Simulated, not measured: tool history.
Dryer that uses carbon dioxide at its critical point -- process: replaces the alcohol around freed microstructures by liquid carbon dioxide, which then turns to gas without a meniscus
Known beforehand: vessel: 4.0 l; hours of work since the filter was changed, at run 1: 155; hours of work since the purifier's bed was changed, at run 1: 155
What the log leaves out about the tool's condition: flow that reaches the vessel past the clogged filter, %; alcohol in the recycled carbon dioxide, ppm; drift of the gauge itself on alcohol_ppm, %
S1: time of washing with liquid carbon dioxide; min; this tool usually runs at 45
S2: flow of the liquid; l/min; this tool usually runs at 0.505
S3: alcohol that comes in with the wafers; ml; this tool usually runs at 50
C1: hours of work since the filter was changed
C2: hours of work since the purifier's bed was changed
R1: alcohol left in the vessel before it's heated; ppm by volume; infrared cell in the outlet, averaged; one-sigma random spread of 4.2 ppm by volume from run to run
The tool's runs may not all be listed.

run	day	S1	S2	S3	C1	C2	R1
1	0.000	45	0.505	50	155	155	224
2	0.350	45	0.505	50	158	158	225
3	0.788	45	0.505	50	162	162	221
4	1.108	45	0.505	61	165	165	278
5	1.575	45	0.505	50	170	170	220
6	1.854	45	0.505	66	172	172	294
7	2.329	45	0.505	26	177	177	125
8	2.796	45	0.505	26	182	182	127
9	3.129	29	0.505	26	185	185	480
10	3.650	29	0.505	26	190	190	493
11	3.896	29	0.505	26	192	192	486
12	4.183	45	0.505	72	195	195	322
13	4.525	28	0.505	50	198	198	1020
14	4.896	28	0.353	50	202	202	2197
15	5.292	28	0.353	50	206	206	2181
16	5.742	28	0.353	50	210	210	2224
17	6.075	45	0.505	50	213	213	230
18	6.329	45	0.505	50	216	216	231
19	6.812	34	0.625	30	220	220	173
20	7.054	34	0.765	30	223	223	81
21	7.304	45	0.505	79	225	225	350
22	7.700	45	0.305	86	229	229	1957
23	7.954	45	0.447	50	231	231	374
24	8.292	36	0.447	50	235	235	732
25	8.604	31	0.539	36	238	238	471
26	9.096	35	0.541	42	242	242	377
27	9.471	45	0.560	34	246	246	109
28	9.871	63	0.505	50	250	250	51
29	10.179	59	0.565	26	253	253	33
30	10.633	59	0.565	26	257	257	26
31	10.958	39	0.505	84	260	260	666
32	11.408	45	0.481	84	265	265	470
33	11.900	45	0.464	112	269	269	729
34	12.308	45	0.732	47	273	273	40
35	12.788	39	0.325	47	278	278	1331

Forecast each of these 3 alternatives for the next run:
A	13.088	48	0.604	47	281	281	?
B	13.088	39	0.320	47	281	281	?
C	13.088	67	0.458	84	281	281	?

run	R1
A	84
B	1349
C	113
Without the tool's unlogged condition, the same runs would have read:
run	R1
A	62
B	1238
C	87

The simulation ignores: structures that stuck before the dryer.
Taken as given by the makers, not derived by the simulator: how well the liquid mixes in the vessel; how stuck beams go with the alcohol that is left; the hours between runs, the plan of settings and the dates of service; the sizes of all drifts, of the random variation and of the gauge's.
